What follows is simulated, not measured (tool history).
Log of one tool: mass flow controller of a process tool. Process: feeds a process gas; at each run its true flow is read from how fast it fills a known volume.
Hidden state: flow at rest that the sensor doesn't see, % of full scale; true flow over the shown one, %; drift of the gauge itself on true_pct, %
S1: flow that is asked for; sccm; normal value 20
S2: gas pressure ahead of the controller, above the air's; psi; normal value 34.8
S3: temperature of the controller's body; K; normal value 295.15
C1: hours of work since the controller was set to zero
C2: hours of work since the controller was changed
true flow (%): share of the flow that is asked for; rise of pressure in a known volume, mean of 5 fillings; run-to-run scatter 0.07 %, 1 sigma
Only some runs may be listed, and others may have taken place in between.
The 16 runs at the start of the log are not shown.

run 17 hour=1990.4 | S1=20 S2=34.8 S3=302.15 | C1=2824 C2=2824 | true_flow_(%)=99.84
run 18 hour=2121.5 | S1=20 S2=34.8 S3=298.15 | C1=2876 C2=2876 | true_flow_(%)=100.03
run 19 hour=2192.8 | S1=20 S2=34.8 S3=307.15 | C1=2905 C2=2905 | true_flow_(%)=99.85
run 20 hour=2285.3 | S1=20 S2=37.7 S3=295.15 | C1=2941 C2=2941 | true_flow_(%)=100.32
run 21 hour=2372.6 | S1=20 S2=37.7 S3=295.15 | C1=2976 C2=2976 | true_flow_(%)=100.13
-- hour=2385.6 controller's zero set anew
run 22 hour=2481.5 | S1=10 S2=21.3 S3=309.15 | C1=38 C2=3019 | true_flow_(%)=102.32
run 23 hour=2590.2 | S1=20 S2=34.8 S3=295.15 | C1=81 C2=3062 | true_flow_(%)=101.00
run 24 hour=2709.4 | S1=47 S2=34.8 S3=313.15 | C1=128 C2=3109 | true_flow_(%)=100.93
run 25 hour=2870.3 | S1=20 S2=34.8 S3=304.15 | C1=192 C2=3172 | true_flow_(%)=100.86
-- hour=2892.0 controller's zero set anew, once more
run 26 hour=2944.5 | S1=20 S2=34.8 S3=304.15 | C1=21 C2=3202 | true_flow_(%)=98.75
run 27 hour=3018.6 | S1=37 S2=34.8 S3=307.15 | C1=50 C2=3231 | true_flow_(%)=99.67
run 28 hour=3130.9 | S1=37 S2=34.8 S3=307.15 | C1=94 C2=3275 | true_flow_(%)=99.98
run 29 hour=3269.7 | S1=20 S2=24.2 S3=293.15 | C1=149 C2=3330 | true_flow_(%)=99.67
run 30 hour=3395.2 | S1=20 S2=24.2 S3=293.15 | C1=199 C2=3380 | true_flow_(%)=99.58
run 31 hour=3524.0 | S1=20 S2=24.9 S3=293.15 | C1=250 C2=3431 | true_flow_(%)=99.48
run 32 hour=3627.7 | S1=20 S2=24.9 S3=293.15 | C1=291 C2=3472 | true_flow_(%)=99.54
run 33 hour=3755.1 | S1=32 S2=22.6 S3=299.15 | C1=341 C2=3522 | true_flow_(%)=100.30
run 34 hour=3845.1 | S1=32 S2=22.6 S3=299.15 | C1=377 C2=3558 | true_flow_(%)=100.31

For run 35, what comes out?
run 35 hour=3916.2 | S1=14 S2=33.9 S3=305.15 | C1=405 C2=3586 | true_flow_(%)=?

{"run 35": {"true flow (%)": 98.83}}
Without the tool's hidden state the same run would have given true flow (%) 97.41.
